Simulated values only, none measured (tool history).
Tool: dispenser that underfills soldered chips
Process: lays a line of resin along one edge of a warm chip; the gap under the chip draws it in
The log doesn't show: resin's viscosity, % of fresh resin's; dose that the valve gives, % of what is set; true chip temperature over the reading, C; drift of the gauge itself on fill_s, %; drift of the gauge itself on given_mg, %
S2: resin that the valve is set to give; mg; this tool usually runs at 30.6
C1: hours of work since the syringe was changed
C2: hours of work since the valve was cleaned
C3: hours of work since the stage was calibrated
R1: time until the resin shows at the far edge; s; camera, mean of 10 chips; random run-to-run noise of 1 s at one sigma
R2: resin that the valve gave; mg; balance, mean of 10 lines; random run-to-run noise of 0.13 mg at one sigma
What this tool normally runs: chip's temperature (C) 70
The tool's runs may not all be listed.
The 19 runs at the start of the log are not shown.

-- hour=120 new syringe of resin
run 20 hour=120.4 | chip's_temperature_(C)=75 S2=27.1 | C1=0 C2=50 C3=89 | R1=82.7 R2=25.97
run 21 hour=127.4 | chip's_temperature_(C)=59 S2=32.2 | C1=5 C2=55 C3=94 | R1=228.9 R2=30.66
-- hour=128.7 new syringe of resin
run 22 hour=132.2 | chip's_temperature_(C)=63 S2=27.3 | C1=3 C2=59 C3=97 | R1=161.2 R2=25.93
-- hour=137.4 new syringe of resin
run 23 hour=141 | chip's_temperature_(C)=70 S2=39.3 | C1=3 C2=65 C3=104 | R1=116.4 R2=36.91
-- hour=146.2 new syringe of resin
run 24 hour=146.3 | chip's_temperature_(C)=70 S2=39.3 | C1=0 C2=69 C3=108 | R1=95.2 R2=37.06
run 25 hour=152 | chip's_temperature_(C)=70 S2=39.3 | C1=4 C2=73 C3=112 | R1=134.2 R2=36.65
-- hour=155.1 new syringe of resin
run 26 hour=155.9 | chip's_temperature_(C)=70 S2=39.3 | C1=1 C2=76 C3=114 | R1=96 R2=36.66
run 27 hour=160.8 | chip's_temperature_(C)=70 S2=39.3 | C1=4 C2=79 C3=118 | R1=131.2 R2=36.7
-- hour=163.8 new syringe of resin
run 28 hour=165 | chip's_temperature_(C)=69 S2=37.5 | C1=1 C2=82 C3=121 | R1=103.7 R2=34.81
run 29 hour=170.3 | chip's_temperature_(C)=65 S2=29.2 | C1=5 C2=86 C3=125 | R1=171.9 R2=27.28
-- hour=172.6 new syringe of resin
run 30 hour=176.8 | chip's_temperature_(C)=74 S2=38.6 | C1=3 C2=91 C3=130 | R1=103 R2=35.51
run 31 hour=180.8 | chip's_temperature_(C)=85 S2=34.3 | C1=6 C2=94 C3=133 | R1=88.2 R2=31.66
-- hour=181.7 new syringe of resin
run 32 hour=187.4 | chip's_temperature_(C)=85 S2=34.3 | C1=4 C2=99 C3=137 | R1=77.3 R2=31.33
-- hour=190.7 new syringe of resin
run 33 hour=194.9 | chip's_temperature_(C)=63 S2=38.9 | C1=3 C2=104 C3=143 | R1=158.3 R2=35.56
-- hour=199.6 new syringe of resin
run 34 hour=199.8 | chip's_temperature_(C)=60 S2=31.7 | C1=0 C2=108 C3=146 | R1=140.3 R2=28.84

5 options for the next run, each taken on its own from the tool as it stands now. Forecast them:
run A hour=204 | chip's_temperature_(C)=59 S2=31 | C1=3 C2=111 C3=149 | R1=? R2=?
run B hour=204 | chip's_temperature_(C)=77 S2=28.8 | C1=3 C2=111 C3=149 | R1=? R2=?
run C hour=204 | chip's_temperature_(C)=60 S2=28.7 | C1=3 C2=111 C3=149 | R1=? R2=?
run D hour=204 | chip's_temperature_(C)=74 S2=36.8 | C1=3 C2=111 C3=149 | R1=? R2=?
run E hour=204 | chip's_temperature_(C)=70 S2=31 | C1=3 C2=111 C3=149 | R1=? R2=?

run=A R1=189.8 R2=28.11
run=B R1=96.3 R2=26.11
run=C R1=182.2 R2=26.09
run=D R1=104.2 R2=33.58
run=E R1=123.2 R2=28.11
With no hidden state in the tool, these same runs would have given:
run=A R1=152.5 R2=30.99
run=B R1=76.6 R2=28.78
run=C R1=145.4 R2=28.76
run=D R1=84.1 R2=37.02
run=E R1=98.7 R2=30.99

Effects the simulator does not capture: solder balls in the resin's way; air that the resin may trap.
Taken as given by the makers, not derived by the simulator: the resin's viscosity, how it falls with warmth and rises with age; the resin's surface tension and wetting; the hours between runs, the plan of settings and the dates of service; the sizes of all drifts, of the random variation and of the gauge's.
